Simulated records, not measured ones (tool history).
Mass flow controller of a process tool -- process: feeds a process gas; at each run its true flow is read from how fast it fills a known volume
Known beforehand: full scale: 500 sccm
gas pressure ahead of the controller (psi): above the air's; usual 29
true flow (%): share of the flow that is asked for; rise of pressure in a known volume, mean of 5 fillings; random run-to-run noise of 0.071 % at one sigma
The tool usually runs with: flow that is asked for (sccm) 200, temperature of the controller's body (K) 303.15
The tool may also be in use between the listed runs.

run    hour  flow that is asked for (sccm)  gas pressure ahead of the controller (psi)  temperature of the controller's body (K)  true flow (%)
  1       0                            200                                          29                                    303.15          99.92
  2   128.8                            200                                          29                                    303.15          99.82
  3   299.4                            200                                          29                                    303.15          99.87
  4   378.5                            200                                          29                                    303.15         100.11
  5   545.4                            200                                          29                                    303.15         100.34
  6   619.1                            200                                          29                                    303.15         100.27
  7   738.5                            200                                          29                                    303.15         100.23
  8   880.8                            200                                          29                                    303.15         100.35
  9  1023.2                            126                                          29                                    295.15          99.44
 10  1187.5                            334                                        36.7                                    311.15         101.64
 11  1278.5                            200                                        27.3                                    312.15          101.3
 12  1396.2                            302                                        33.2                                    304.15         100.98
 13  1491.2                            200                                          29                                    306.15         100.99
 14  1658.2                            160                                        32.1                                    295.15          99.96
 15  1814.4                            132                                        32.1                                    311.15         101.62
 16  1899.8                            200                                        34.7                                    304.15         100.97

Difference, measured minus no-hidden-state, one row per run. Run-to-run variation is common to both terms; the gauge's own scatter need not be:
The hidden state here: flow at rest that the sensor doesn't see, % of full scale; true flow over the shown one, %; drift of the gauge itself on true_pct, %.
run  true flow (%)
  1          -0.01
  2          +0.06
  3          +0.16
  4           +0.2
  5          +0.29
  6          +0.33
  7          +0.39
  8          +0.47
  9          +0.54
 10          +0.64
 11          +0.69
 12          +0.76
 13          +0.81
 14          +0.89
 15          +0.99
 16          +1.02
